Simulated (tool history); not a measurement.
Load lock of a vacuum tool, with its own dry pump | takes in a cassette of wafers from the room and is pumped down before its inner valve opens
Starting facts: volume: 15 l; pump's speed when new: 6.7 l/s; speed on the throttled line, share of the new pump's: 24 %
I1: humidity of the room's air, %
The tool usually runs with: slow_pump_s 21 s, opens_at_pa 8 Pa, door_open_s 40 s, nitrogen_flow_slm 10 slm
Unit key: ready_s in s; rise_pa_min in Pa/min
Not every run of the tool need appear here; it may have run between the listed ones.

{"run": 1, "hour": 0.0, "slow_pump_s": 21, "opens_at_pa": 8, "door_open_s": 40, "nitrogen_flow_slm": 10, "I1": 44.3, "ready_s": 38.2, "rise_pa_min": 0.495}
{"run": 2, "hour": 459.0, "slow_pump_s": 21, "opens_at_pa": 8, "door_open_s": 40, "nitrogen_flow_slm": 10, "I1": 48.3, "ready_s": 38.3, "rise_pa_min": 0.533}
{"run": 3, "hour": 815.5, "slow_pump_s": 21, "opens_at_pa": 8, "door_open_s": 40, "nitrogen_flow_slm": 10, "I1": 46.4, "ready_s": 38.5, "rise_pa_min": 0.571}
{"run": 4, "hour": 1236.2, "slow_pump_s": 21, "opens_at_pa": 8, "door_open_s": 40, "nitrogen_flow_slm": 10, "I1": 43.9, "ready_s": 37.9, "rise_pa_min": 0.62}
{"run": 5, "hour": 1800.2, "slow_pump_s": 21, "opens_at_pa": 8, "door_open_s": 40, "nitrogen_flow_slm": 10, "I1": 45.4, "ready_s": 38.5, "rise_pa_min": 0.662}
{"run": 6, "hour": 2277.2, "slow_pump_s": 21, "opens_at_pa": 8, "door_open_s": 155, "nitrogen_flow_slm": 10, "I1": 45.8, "ready_s": 38.6, "rise_pa_min": 0.811}
{"run": 7, "hour": 2657.5, "slow_pump_s": 21, "opens_at_pa": 8, "door_open_s": 155, "nitrogen_flow_slm": 10, "I1": 47.7, "ready_s": 38.8, "rise_pa_min": 0.845}
{"run": 8, "hour": 2992.8, "slow_pump_s": 21, "opens_at_pa": 8, "door_open_s": 155, "nitrogen_flow_slm": 10, "I1": 45.6, "ready_s": 39.2, "rise_pa_min": 0.885}
{"run": 9, "hour": 3469.9, "slow_pump_s": 21, "opens_at_pa": 8, "door_open_s": 155, "nitrogen_flow_slm": 14, "I1": 44.1, "ready_s": 39.1, "rise_pa_min": 0.165}
{"run": 10, "hour": 4038.7, "slow_pump_s": 21, "opens_at_pa": 8, "door_open_s": 155, "nitrogen_flow_slm": 14, "I1": 48.2, "ready_s": 39.9, "rise_pa_min": 0.19}
{"run": 11, "hour": 4395.9, "slow_pump_s": 21, "opens_at_pa": 8, "door_open_s": 155, "nitrogen_flow_slm": 14, "I1": 42.8, "ready_s": 40, "rise_pa_min": 0.184}
{"run": 12, "hour": 4919.5, "slow_pump_s": 21, "opens_at_pa": 8, "door_open_s": 155, "nitrogen_flow_slm": 14, "I1": 44.3, "ready_s": 40.6, "rise_pa_min": 0.206}
{"run": 13, "hour": 5325.3, "slow_pump_s": 21, "opens_at_pa": 8, "door_open_s": 155, "nitrogen_flow_slm": 14, "I1": 46.1, "ready_s": 39.7, "rise_pa_min": 0.231}
{"run": 14, "hour": 5838.7, "slow_pump_s": 21, "opens_at_pa": 8, "door_open_s": 68, "nitrogen_flow_slm": 10, "I1": 43.9, "ready_s": 40.9, "rise_pa_min": 0.188}
{"run": 15, "hour": 6127.3, "slow_pump_s": 21, "opens_at_pa": 8, "door_open_s": 40, "nitrogen_flow_slm": 13, "I1": 43.9, "ready_s": 40.3, "rise_pa_min": 0.176}
{"run": 16, "hour": 6494.5, "slow_pump_s": 21, "opens_at_pa": 8, "door_open_s": 40, "nitrogen_flow_slm": 28, "I1": 45.2, "ready_s": 41.5, "rise_pa_min": 0.176}
{"run": 17, "hour": 6818.2, "slow_pump_s": 21, "opens_at_pa": 16, "door_open_s": 40, "nitrogen_flow_slm": 10, "I1": 44.4, "ready_s": 39.3, "rise_pa_min": 0.215}
{"run": 18, "hour": 7360.0, "slow_pump_s": 21, "opens_at_pa": 16, "door_open_s": 40, "nitrogen_flow_slm": 10, "I1": 45.7, "ready_s": 39, "rise_pa_min": 0.241}
{"run": 19, "hour": 8015.8, "slow_pump_s": 21, "opens_at_pa": 16, "door_open_s": 40, "nitrogen_flow_slm": 5, "I1": 45, "ready_s": 39.9, "rise_pa_min": 0.293}
{"run": 20, "hour": 8326.9, "slow_pump_s": 21, "opens_at_pa": 8, "door_open_s": 119, "nitrogen_flow_slm": 5, "I1": 47.2, "ready_s": 41.8, "rise_pa_min": 0.407}
{"run": 21, "hour": 8677.4, "slow_pump_s": 21, "opens_at_pa": 15, "door_open_s": 40, "nitrogen_flow_slm": 20, "I1": 46.8, "ready_s": 40.3, "rise_pa_min": 0.328}
{"run": 22, "hour": 9117.0, "slow_pump_s": 21, "opens_at_pa": 15, "door_open_s": 40, "nitrogen_flow_slm": 20, "I1": 42.1, "ready_s": 40.4, "rise_pa_min": 0.346}
{"run": 23, "hour": 9567.4, "slow_pump_s": 21, "opens_at_pa": 16, "door_open_s": 100, "nitrogen_flow_slm": 10, "I1": 45.7, "ready_s": 40.1, "rise_pa_min": 0.449}
{"run": 24, "hour": 10157.2, "slow_pump_s": 21, "opens_at_pa": 16, "door_open_s": 100, "nitrogen_flow_slm": 10, "I1": 43.6, "ready_s": 41.6, "rise_pa_min": 0.515}
{"run": 25, "hour": 10515.7, "slow_pump_s": 21, "opens_at_pa": 16, "door_open_s": 100, "nitrogen_flow_slm": 10, "I1": 43.3, "ready_s": 40.7, "rise_pa_min": 0.554}
{"run": 26, "hour": 11062.7, "slow_pump_s": 21, "opens_at_pa": 16, "door_open_s": 100, "nitrogen_flow_slm": 10, "I1": 41.8, "ready_s": 41.5, "rise_pa_min": 0.586}
{"run": 27, "hour": 11367.2, "slow_pump_s": 36, "opens_at_pa": 8, "door_open_s": 26, "nitrogen_flow_slm": 9, "I1": 45.9, "ready_s": 48.8, "rise_pa_min": 0.55}
{"run": 28, "hour": 11869.8, "slow_pump_s": 17, "opens_at_pa": 8, "door_open_s": 40, "nitrogen_flow_slm": 20, "I1": 41.4, "ready_s": 34.4, "rise_pa_min": 0.61}
{"run": 29, "hour": 12517.9, "slow_pump_s": 24, "opens_at_pa": 8, "door_open_s": 36, "nitrogen_flow_slm": 10, "I1": 44.4, "ready_s": 40.2, "rise_pa_min": 0.681}
{"run": 30, "hour": 13121.8, "slow_pump_s": 22, "opens_at_pa": 14, "door_open_s": 87, "nitrogen_flow_slm": 31, "I1": 46.9, "ready_s": 37.3, "rise_pa_min": 0.752}
{"run": 31, "hour": 13810.8, "slow_pump_s": 22, "opens_at_pa": 14, "door_open_s": 87, "nitrogen_flow_slm": 31, "I1": 47.1, "ready_s": 37.9, "rise_pa_min": 0.094}
{"run": 32, "hour": 14400.3, "slow_pump_s": 15, "opens_at_pa": 10, "door_open_s": 69, "nitrogen_flow_slm": 6, "I1": 44.1, "ready_s": 33.6, "rise_pa_min": 0.13}
{"run": 33, "hour": 15110.2, "slow_pump_s": 13, "opens_at_pa": 15, "door_open_s": 26, "nitrogen_flow_slm": 18, "I1": 43.3, "ready_s": 31.6, "rise_pa_min": 0.095}
{"run": 34, "hour": 15641.2, "slow_pump_s": 18, "opens_at_pa": 15, "door_open_s": 94, "nitrogen_flow_slm": 7, "I1": 46.5, "ready_s": 35.6, "rise_pa_min": 0.205}
{"run": 35, "hour": 16156.4, "slow_pump_s": 11, "opens_at_pa": 15, "door_open_s": 78, "nitrogen_flow_slm": 7, "I1": 46.1, "ready_s": 30.8, "rise_pa_min": 0.216}
{"run": 36, "hour": 16827.7, "slow_pump_s": 34, "opens_at_pa": 15, "door_open_s": 35, "nitrogen_flow_slm": 7, "I1": 50.3, "ready_s": 47.1, "rise_pa_min": 0.209}

Not shown here: 3 entries made in the log between runs. Locate each between two listed runs and compare the hidden state at the listed run before it with the hidden state at the listed run after it:
From run 8 to run 9: door's seal changed, seat wiped (hour 3238.1)
  pump's speed, % of a new pump's: 90 -> 89.1; leak at the door's seal, Pa l/s: 0.1804 -> 0.0035
  difference, measured minus the result without the unlogged condition, ready_s: +1.8 -> +2 s; rise_pa_min: +0.708 -> +0.006 Pa/min
From run 26 to run 27: dry pump taken out, an overhauled one fitted (hour 11283.3)
  pump's speed, % of a new pump's: 72.9 -> 98.9; leak at the door's seal, Pa l/s: 0.1182 -> 0.1257
  difference, measured minus the result without the unlogged condition, ready_s: +5.6 -> +0.2 s; rise_pa_min: +0.467 -> +0.494 Pa/min
From run 30 to run 31: door's seal changed, seat wiped (hour 13415)
  pump's speed, % of a new pump's: 95.4 -> 94; leak at the door's seal, Pa l/s: 0.1718 -> 0.0039
  difference, measured minus the result without the unlogged condition, ready_s: +0.7 -> +0.9 s; rise_pa_min: +0.668 -> +0.008 Pa/min
